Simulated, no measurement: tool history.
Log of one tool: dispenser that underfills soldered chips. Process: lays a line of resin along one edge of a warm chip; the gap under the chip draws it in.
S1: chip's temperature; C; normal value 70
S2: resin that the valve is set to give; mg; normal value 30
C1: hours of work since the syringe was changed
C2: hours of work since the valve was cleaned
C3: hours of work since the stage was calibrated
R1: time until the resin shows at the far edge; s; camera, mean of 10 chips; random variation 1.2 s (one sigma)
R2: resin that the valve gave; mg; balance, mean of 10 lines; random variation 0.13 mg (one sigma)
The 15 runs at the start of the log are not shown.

-- hour=144.9 new syringe of resin
run 16 hour=149.1 | S1=70 S2=30 | C1=3 C2=15 C3=301 | R1=153.7 R2=29.53
-- hour=152.6 new syringe of resin
run 17 hour=155 | S1=72 S2=30 | C1=2 C2=20 C3=306 | R1=128.8 R2=29.31
-- hour=160.7 new syringe of resin
run 18 hour=166.8 | S1=72 S2=30 | C1=5 C2=29 C3=315 | R1=163.3 R2=29.19
-- hour=168.8 new syringe of resin
run 19 hour=172.8 | S1=64 S2=28.3 | C1=3 C2=33 C3=319 | R1=189.1 R2=27.29
-- hour=176.5 new syringe of resin
-- hour=184.7 new syringe of resin
run 20 hour=184.7 | S1=73 S2=27.9 | C1=0 C2=42 C3=328 | R1=105.5 R2=26.57
-- hour=192.4 new syringe of resin
run 21 hour=192.4 | S1=73 S2=27.9 | C1=0 C2=48 C3=334 | R1=102.8 R2=26.55
-- hour=200.7 new syringe of resin
run 22 hour=202.3 | S1=69 S2=26.8 | C1=1 C2=56 C3=342 | R1=132.8 R2=25.33
-- hour=208.8 new syringe of resin
run 23 hour=213.4 | S1=68 S2=34.1 | C1=4 C2=64 C3=351 | R1=169.5 R2=32.02
-- hour=216.6 new syringe of resin
-- hour=224.6 new syringe of resin
run 24 hour=225.9 | S1=74 S2=32.1 | C1=1 C2=74 C3=360 | R1=109.7 R2=29.53
-- hour=229.8 dispensing valve cleaned and set on the balance
-- hour=233.6 new syringe of resin
run 25 hour=233.6 | S1=74 S2=32.1 | C1=0 C2=3 C3=365 | R1=99 R2=32.11
-- hour=241.6 new syringe of resin
run 26 hour=243.1 | S1=55 S2=33 | C1=1 C2=10 C3=372 | R1=215.3 R2=32.64
-- hour=249.8 new syringe of resin
run 27 hour=255.6 | S1=72 S2=26.3 | C1=5 C2=20 C3=382 | R1=163.8 R2=25.76
-- hour=257.5 new syringe of resin
run 28 hour=261.2 | S1=72 S2=26.3 | C1=3 C2=24 C3=386 | R1=142.1 R2=25.58
-- hour=265.4 new syringe of resin
run 29 hour=269 | S1=63 S2=38.2 | C1=3 C2=30 C3=392 | R1=180.4 R2=36.89
-- hour=273.1 new syringe of resin
run 30 hour=278.7 | S1=63 S2=38.2 | C1=4 C2=37 C3=400 | R1=206 R2=36.93
-- hour=281.2 new syringe of resin
-- hour=289.8 new syringe of resin
run 31 hour=291.1 | S1=63 S2=38.2 | C1=1 C2=47 C3=409 | R1=151.3 R2=36.51

For run 32, what comes out?
-- hour=298.1 new syringe of resin
run 32 hour=301.6 | S1=71 S2=29.7 | C1=3 C2=55 C3=417 | R1=? R2=?

Logged for run 32: R1 140.1 s, R2 28.16 mg.
With no hidden state in the tool, this same run would have given R1 116.1 s, R2 29.66 mg.
